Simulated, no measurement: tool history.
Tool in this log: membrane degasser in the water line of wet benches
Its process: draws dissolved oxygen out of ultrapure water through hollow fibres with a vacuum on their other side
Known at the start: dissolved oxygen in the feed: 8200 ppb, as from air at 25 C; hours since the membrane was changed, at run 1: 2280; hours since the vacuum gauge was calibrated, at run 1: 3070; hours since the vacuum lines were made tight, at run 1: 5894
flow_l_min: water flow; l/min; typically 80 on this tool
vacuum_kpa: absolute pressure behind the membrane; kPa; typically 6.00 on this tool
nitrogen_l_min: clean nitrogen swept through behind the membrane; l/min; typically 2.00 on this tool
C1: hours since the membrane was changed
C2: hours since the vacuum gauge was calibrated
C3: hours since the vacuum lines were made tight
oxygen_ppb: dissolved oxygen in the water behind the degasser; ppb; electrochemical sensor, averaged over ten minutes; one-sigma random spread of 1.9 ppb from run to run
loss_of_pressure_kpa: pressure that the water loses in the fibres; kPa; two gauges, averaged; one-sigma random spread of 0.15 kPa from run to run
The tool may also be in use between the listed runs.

Run 1, hour 0.0: usual settings; C1 2280; C2 3070; C3 5894. Result: oxygen_ppb 242.8 ppb, loss_of_pressure_kpa 28.81 kPa.
Run 2, hour 31.6: usual settings; C1 2312; C2 3102; C3 5926. Result: oxygen_ppb 244.0 ppb, loss_of_pressure_kpa 28.90 kPa.
Run 3, hour 70.9: usual settings but nitrogen_l_min 1.61 l/min; C1 2351; C2 3141; C3 5965. Result: oxygen_ppb 281.9 ppb, loss_of_pressure_kpa 28.71 kPa.
Run 4, hour 119.0: usual settings but nitrogen_l_min 1.61 l/min; C1 2400; C2 3189; C3 6013. Result: oxygen_ppb 283.7 ppb, loss_of_pressure_kpa 29.10 kPa.
Run 5, hour 174.2: usual settings; C1 2455; C2 3244; C3 6068. Result: oxygen_ppb 244.5 ppb, loss_of_pressure_kpa 29.12 kPa.
Run 6, hour 225.0: usual settings; C1 2505; C2 3295; C3 6119. Result: oxygen_ppb 243.4 ppb, loss_of_pressure_kpa 29.19 kPa.
Run 7, hour 267.4: usual settings; C1 2548; C2 3337; C3 6161. Result: oxygen_ppb 242.8 ppb, loss_of_pressure_kpa 28.94 kPa.
Run 8, hour 294.2: usual settings; C1 2575; C2 3364; C3 6188. Result: oxygen_ppb 242.0 ppb, loss_of_pressure_kpa 28.99 kPa.
Run 9, hour 319.4: usual settings but nitrogen_l_min 2.09 l/min; C1 2600; C2 3389; C3 6213. Result: oxygen_ppb 237.6 ppb, loss_of_pressure_kpa 29.06 kPa.
Run 10, hour 359.3: usual settings but flow_l_min 128 l/min; C1 2640; C2 3429; C3 6253. Result: oxygen_ppb 370.9 ppb, loss_of_pressure_kpa 46.68 kPa.
Run 11, hour 408.8: usual settings; C1 2689; C2 3479; C3 6303. Result: oxygen_ppb 243.9 ppb, loss_of_pressure_kpa 29.40 kPa.
Run 12, hour 457.2: usual settings but vacuum_kpa 9.19 kPa; C1 2738; C2 3527; C3 6351. Result: oxygen_ppb 477.9 ppb, loss_of_pressure_kpa 29.49 kPa.
Run 13, hour 491.1: usual settings but vacuum_kpa 9.19 kPa; C1 2772; C2 3561; C3 6385. Result: oxygen_ppb 478.0 ppb, loss_of_pressure_kpa 29.38 kPa.
Run 14, hour 540.4: usual settings but vacuum_kpa 12.38 kPa; C1 2821; C2 3610; C3 6434. Result: oxygen_ppb 709.7 ppb, loss_of_pressure_kpa 29.42 kPa.
Run 15, hour 566.5: usual settings but flow_l_min 64 l/min, vacuum_kpa 12.38 kPa, nitrogen_l_min 1.30 l/min; C1 2847; C2 3636; C3 6460. Result: oxygen_ppb 817.7 ppb, loss_of_pressure_kpa 23.51 kPa.
Run 16, hour 597.2: usual settings but flow_l_min 64 l/min, vacuum_kpa 12.38 kPa, nitrogen_l_min 1.30 l/min; C1 2878; C2 3667; C3 6491. Result: oxygen_ppb 803.4 ppb, loss_of_pressure_kpa 22.92 kPa.
Run 17, hour 653.2: usual settings but flow_l_min 50 l/min, vacuum_kpa 9.07 kPa, nitrogen_l_min 4.47 l/min; C1 2934; C2 3723; C3 6547. Result: oxygen_ppb 158.0 ppb, loss_of_pressure_kpa 18.76 kPa.
At hour 693.6: vacuum gauge calibrated.
Run 18, hour 696.4: usual settings but flow_l_min 50 l/min, vacuum_kpa 9.07 kPa, nitrogen_l_min 4.47 l/min; C1 2976; C2 3; C3 6590. Result: oxygen_ppb 158.1 ppb, loss_of_pressure_kpa 18.18 kPa.
Run 19, hour 732.1: usual settings but flow_l_min 100 l/min, vacuum_kpa 8.10 kPa; C1 3012; C2 39; C3 6626. Result: oxygen_ppb 481.9 ppb, loss_of_pressure_kpa 36.93 kPa.
Run 20, hour 772.9: usual settings but flow_l_min 95 l/min, vacuum_kpa 8.10 kPa, nitrogen_l_min 4.54 l/min; C1 3053; C2 79; C3 6666. Result: oxygen_ppb 259.7 ppb, loss_of_pressure_kpa 34.81 kPa.
Run 21, hour 803.0: usual settings but flow_l_min 99 l/min, vacuum_kpa 4.43 kPa, nitrogen_l_min 4.54 l/min; C1 3083; C2 109; C3 6697. Result: oxygen_ppb 96.3 ppb, loss_of_pressure_kpa 36.50 kPa.
Run 22, hour 849.9: usual settings but flow_l_min 124 l/min, nitrogen_l_min 2.68 l/min; C1 3130; C2 156; C3 6743. Result: oxygen_ppb 305.4 ppb, loss_of_pressure_kpa 45.93 kPa.
Run 23, hour 873.6: usual settings but vacuum_kpa 6.03 kPa; C1 3154; C2 180; C3 6767. Result: oxygen_ppb 245.3 ppb, loss_of_pressure_kpa 29.72 kPa.
Run 24, hour 928.4: usual settings but nitrogen_l_min 5.06 l/min; C1 3208; C2 235; C3 6822. Result: oxygen_ppb 125.0 ppb, loss_of_pressure_kpa 29.57 kPa.
Run 25, hour 971.1: usual settings but flow_l_min 126 l/min; C1 3251; C2 278; C3 6865. Result: oxygen_ppb 368.4 ppb, loss_of_pressure_kpa 46.61 kPa.
Run 26, hour 1007.4: usual settings but flow_l_min 126 l/min; C1 3287; C2 314; C3 6901. Result: oxygen_ppb 361.2 ppb, loss_of_pressure_kpa 46.73 kPa.
Run 27, hour 1043.5: usual settings but flow_l_min 126 l/min, vacuum_kpa 11.62 kPa, nitrogen_l_min 1.39 l/min; C1 3323; C2 350; C3 6937. Result: oxygen_ppb 1145.0 ppb, loss_of_pressure_kpa 47.08 kPa.

Forecast each of these 4 alternatives for the next run:
Run A, hour 1073.5: usual settings but nitrogen_l_min 1.34 l/min; C1 3354; C2 380; C3 6967. Result: oxygen_ppb ?, loss_of_pressure_kpa ?.
Run B, hour 1073.5: usual settings but flow_l_min 59 l/min, vacuum_kpa 11.62 kPa, nitrogen_l_min 1.13 l/min; C1 3354; C2 380; C3 6967. Result: oxygen_ppb ?, loss_of_pressure_kpa ?.
Run C, hour 1073.5: usual settings but flow_l_min 90 l/min, nitrogen_l_min 0.81 l/min; C1 3354; C2 380; C3 6967. Result: oxygen_ppb ?, loss_of_pressure_kpa ?.
Run D, hour 1073.5: usual settings but flow_l_min 126 l/min, vacuum_kpa 9.15 kPa, nitrogen_l_min 1.39 l/min; C1 3354; C2 380; C3 6967. Result: oxygen_ppb ?, loss_of_pressure_kpa ?.

run  oxygen_ppb  loss_of_pressure_kpa
  A       323.4                 29.48
  B       780.6                 21.43
  C       473.7                 33.27
  D       854.1                 46.55
Stripped of hidden state, with their random variation kept, the same runs would have yielded:
run  oxygen_ppb  loss_of_pressure_kpa
  A       323.3                 28.88
  B       780.5                 20.98
  C       473.6                 32.59
  D       853.9                 45.60
